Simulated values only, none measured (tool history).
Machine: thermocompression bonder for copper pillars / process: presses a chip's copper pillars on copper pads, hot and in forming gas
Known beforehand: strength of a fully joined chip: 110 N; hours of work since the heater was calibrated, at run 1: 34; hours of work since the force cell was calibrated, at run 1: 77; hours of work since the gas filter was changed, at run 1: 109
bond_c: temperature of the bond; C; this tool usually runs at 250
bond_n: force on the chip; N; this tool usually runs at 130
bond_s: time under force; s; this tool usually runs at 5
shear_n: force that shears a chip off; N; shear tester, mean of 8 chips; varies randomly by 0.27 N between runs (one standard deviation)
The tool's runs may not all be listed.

| run | hour | bond_c | bond_n | bond_s | hours of work since the heater was calibrated | hours of work since the force cell was calibrated | hours of work since the gas filter was changed | shear_n |
|---|---|---|---|---|---|---|---|---|
| 1 | 0.0 | 250 | 130 | 5 | 34 | 77 | 109 | 38.5 |
| 2 | 11.1 | 250 | 130 | 5 | 40 | 83 | 116 | 38.5 |
| 3 | 22.1 | 250 | 130 | 5 | 47 | 89 | 122 | 38.3 |
| 4 | 30.0 | 250 | 130 | 5 | 51 | 93 | 126 | 38.1 |
| 5 | 41.1 | 247 | 130 | 5 | 57 | 100 | 132 | 36.3 |
| 6 | 49.8 | 250 | 130 | 5 | 62 | 105 | 137 | 38.3 |
| 7 | 58.1 | 250 | 130 | 5 | 67 | 109 | 142 | 37.8 |
| 8 | 65.8 | 250 | 130 | 5 | 71 | 114 | 146 | 37.8 |
| 9 | 71.9 | 250 | 130 | 5 | 75 | 117 | 150 | 38.3 |
| 10 | 82.2 | 250 | 130 | 5 | 80 | 123 | 156 | 38.2 |
| 11 | 91.5 | 250 | 130 | 5 | 86 | 128 | 161 | 38.0 |
| 12 | 102.3 | 250 | 130 | 5 | 92 | 134 | 167 | 38.0 |
| 13 | 112.7 | 263 | 90 | 3 | 98 | 140 | 173 | 26.3 |
| 14 | 123.7 | 263 | 90 | 3 | 104 | 146 | 179 | 26.4 |
| 15 | 132.1 | 256 | 90 | 11 | 109 | 151 | 184 | 40.6 |
| 16 | 138.0 | 259 | 179 | 11 | 112 | 154 | 187 | 72.0 |
| 17 | 147.0 | 259 | 179 | 11 | 117 | 159 | 192 | 71.5 |

Here are 3 independent what-if runs from the current tool condition. What would each one return?
| A | 155.8 | 272 | 179 | 8 | 122 | 164 | 197 | ? |
| B | 155.8 | 236 | 96 | 11 | 122 | 164 | 197 | ? |
| C | 155.8 | 250 | 130 | 3 | 122 | 164 | 197 | ? |

| run | shear_n |
|---|---|
| A | 75.5 |
| B | 30.6 |
| C | 30.7 |
Stripped of hidden state, with their random variation kept, the same runs would have yielded:
| run | shear_n |
|---|---|
| A | 77.5 |
| B | 31.4 |
| C | 31.5 |
